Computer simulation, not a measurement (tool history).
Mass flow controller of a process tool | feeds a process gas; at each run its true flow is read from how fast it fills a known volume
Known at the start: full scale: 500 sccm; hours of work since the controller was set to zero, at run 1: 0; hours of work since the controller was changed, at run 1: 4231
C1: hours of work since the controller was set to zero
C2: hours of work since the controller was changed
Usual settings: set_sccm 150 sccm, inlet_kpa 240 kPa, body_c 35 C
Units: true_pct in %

Run 1, hour 0.0: usual settings; C1 0; C2 4231. Result: true_pct 98.02 %.
Run 2, hour 261.9: usual settings but inlet_kpa 179 kPa; C1 107; C2 4338. Result: true_pct 98.41 %.
Run 3, hour 602.6: usual settings but body_c 24 C; C1 246; C2 4477. Result: true_pct 97.04 %.
Run 4, hour 789.1: usual settings but body_c 24 C; C1 321; C2 4553. Result: true_pct 96.98 %.
Run 5, hour 1040.6: usual settings but body_c 24 C; C1 424; C2 4655. Result: true_pct 96.90 %.
Run 6, hour 1303.2: usual settings but set_sccm 110 sccm, body_c 24 C; C1 531; C2 4762. Result: true_pct 96.56 %.
Run 7, hour 1670.0: usual settings but inlet_kpa 159 kPa; C1 680; C2 4912. Result: true_pct 98.21 %.
Run 8, hour 1892.8: usual settings but set_sccm 100 sccm; C1 771; C2 5003. Result: true_pct 97.20 %.
Run 9, hour 2116.3: usual settings but set_sccm 100 sccm, body_c 34 C; C1 862; C2 5094. Result: true_pct 96.99 %.
Run 10, hour 2336.1: usual settings but set_sccm 100 sccm, body_c 34 C; C1 952; C2 5183. Result: true_pct 96.73 %.
Run 11, hour 2693.0: usual settings but set_sccm 100 sccm, inlet_kpa 221 kPa, body_c 34 C; C1 1097; C2 5329. Result: true_pct 96.87 %.
Run 12, hour 2843.7: usual settings but set_sccm 100 sccm, inlet_kpa 221 kPa, body_c 34 C; C1 1159; C2 5390. Result: true_pct 96.78 %.
Run 13, hour 3181.4: usual settings but set_sccm 100 sccm, inlet_kpa 221 kPa, body_c 34 C; C1 1296; C2 5528. Result: true_pct 96.73 %.
Run 14, hour 3358.6: usual settings but set_sccm 100 sccm, inlet_kpa 221 kPa, body_c 34 C; C1 1368; C2 5600. Result: true_pct 96.52 %.
Run 15, hour 3656.0: usual settings but set_sccm 76 sccm, body_c 20 C; C1 1490; C2 5721. Result: true_pct 94.74 %.
Run 16, hour 3979.3: usual settings but set_sccm 292 sccm, inlet_kpa 195 kPa; C1 1621; C2 5853. Result: true_pct 98.50 %.
Run 17, hour 4234.8: usual settings but set_sccm 330 sccm, inlet_kpa 196 kPa; C1 1725; C2 5957. Result: true_pct 98.89 %.
Run 18, hour 4472.5: usual settings but set_sccm 163 sccm; C1 1822; C2 6054. Result: true_pct 97.14 %.
Run 19, hour 4716.2: usual settings but set_sccm 203 sccm; C1 1922; C2 6153. Result: true_pct 97.49 %.
Run 20, hour 5047.5: usual settings but set_sccm 69 sccm, inlet_kpa 142 kPa, body_c 25 C; C1 2057; C2 6288. Result: true_pct 95.06 %.
Run 21, hour 5371.7: usual settings but set_sccm 143 sccm; C1 2189; C2 6420. Result: true_pct 96.73 %.
Run 22, hour 5645.7: usual settings but set_sccm 143 sccm; C1 2300; C2 6532. Result: true_pct 96.58 %.
Run 23, hour 5896.3: usual settings but set_sccm 143 sccm; C1 2402; C2 6634. Result: true_pct 96.43 %.
Run 24, hour 6059.7: usual settings but set_sccm 441 sccm, body_c 34 C; C1 2469; C2 6700. Result: true_pct 98.82 %.
Run 25, hour 6301.3: usual settings but set_sccm 441 sccm, body_c 34 C; C1 2567; C2 6799. Result: true_pct 98.66 %.
Run 26, hour 6490.1: usual settings but set_sccm 66 sccm, inlet_kpa 178 kPa, body_c 28 C; C1 2644; C2 6876. Result: true_pct 94.26 %.
Run 27, hour 6763.8: usual settings but set_sccm 201 sccm, inlet_kpa 277 kPa, body_c 37 C; C1 2756; C2 6987. Result: true_pct 97.10 %.
Run 28, hour 6930.8: usual settings but set_sccm 201 sccm, inlet_kpa 222 kPa; C1 2824; C2 7055. Result: true_pct 97.17 %.

Forecast each of these 5 alternatives for the next run:
Run A, hour 7238.1: usual settings but set_sccm 55 sccm, inlet_kpa 206 kPa; C1 2949; C2 7181. Result: true_pct ?.
Run B, hour 7238.1: usual settings but set_sccm 138 sccm, inlet_kpa 179 kPa, body_c 29 C; C1 2949; C2 7181. Result: true_pct ?.
Run C, hour 7238.1: usual settings but set_sccm 71 sccm, inlet_kpa 165 kPa, body_c 29 C; C1 2949; C2 7181. Result: true_pct ?.
Run D, hour 7238.1: usual settings but set_sccm 68 sccm, inlet_kpa 267 kPa; C1 2949; C2 7181. Result: true_pct ?.
Run E, hour 7238.1: usual settings but set_sccm 73 sccm, inlet_kpa 163 kPa, body_c 27 C; C1 2949; C2 7181. Result: true_pct ?.

run  true_pct
  A     93.44
  B     96.12
  C     94.28
  D     93.81
  E     94.32
Without the tool's hidden state the same runs would have given:
run  true_pct
  A     98.63
  B     98.76
  C     98.51
  D     98.18
  E     98.46
